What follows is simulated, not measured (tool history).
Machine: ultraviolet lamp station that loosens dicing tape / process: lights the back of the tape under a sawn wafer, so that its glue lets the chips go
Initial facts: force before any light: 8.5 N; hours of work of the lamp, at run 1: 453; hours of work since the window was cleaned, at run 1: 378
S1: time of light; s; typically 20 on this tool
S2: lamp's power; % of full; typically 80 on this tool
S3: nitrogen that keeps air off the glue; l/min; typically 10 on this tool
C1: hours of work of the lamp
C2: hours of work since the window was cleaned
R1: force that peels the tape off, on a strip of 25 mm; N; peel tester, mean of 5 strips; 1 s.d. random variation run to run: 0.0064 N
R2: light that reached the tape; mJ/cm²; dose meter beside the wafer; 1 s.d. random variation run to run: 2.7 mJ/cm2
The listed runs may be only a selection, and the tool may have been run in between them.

run	hour	S1	S2	S3	C1	C2	R1	R2
1	0.0	20	80	10	453	378	0.314	296
2	8.8	28	80	10	459	384	0.172	421
3	16.2	28	62	10	464	389	0.279	312
4	24.7	28	62	10	470	395	0.269	321
5	38.3	20	80	10	479	404	0.338	292
6	51.7	20	80	10	488	413	0.337	289
7	60.5	20	80	10	494	419	0.335	286
8	75.9	20	97	10	504	429	0.225	343
9	85.7	20	97	10	511	436	0.219	349
10	96.6	20	97	10	518	443	0.231	349
11	105.2	20	97	10	524	449	0.241	343
# hour 113.1: window cleaned of glue's vapour
12	117.4	20	80	10	532	3	0.302	316
13	129.2	31	80	10	539	11	0.146	483
14	142.2	20	80	14	548	19	0.231	306
15	158.1	20	80	14	559	30	0.218	313
16	175.2	20	69	6	570	41	0.683	266

For run 17, what comes out?
17	184.2	33	66	8	576	47	?	?

R1: 0.196 N
R2: 414 mJ/cm²
Take away the tool's hidden state, keep the run-to-run variation as it was, and the same run would have given R1 0.152 N, R2 511 mJ/cm².

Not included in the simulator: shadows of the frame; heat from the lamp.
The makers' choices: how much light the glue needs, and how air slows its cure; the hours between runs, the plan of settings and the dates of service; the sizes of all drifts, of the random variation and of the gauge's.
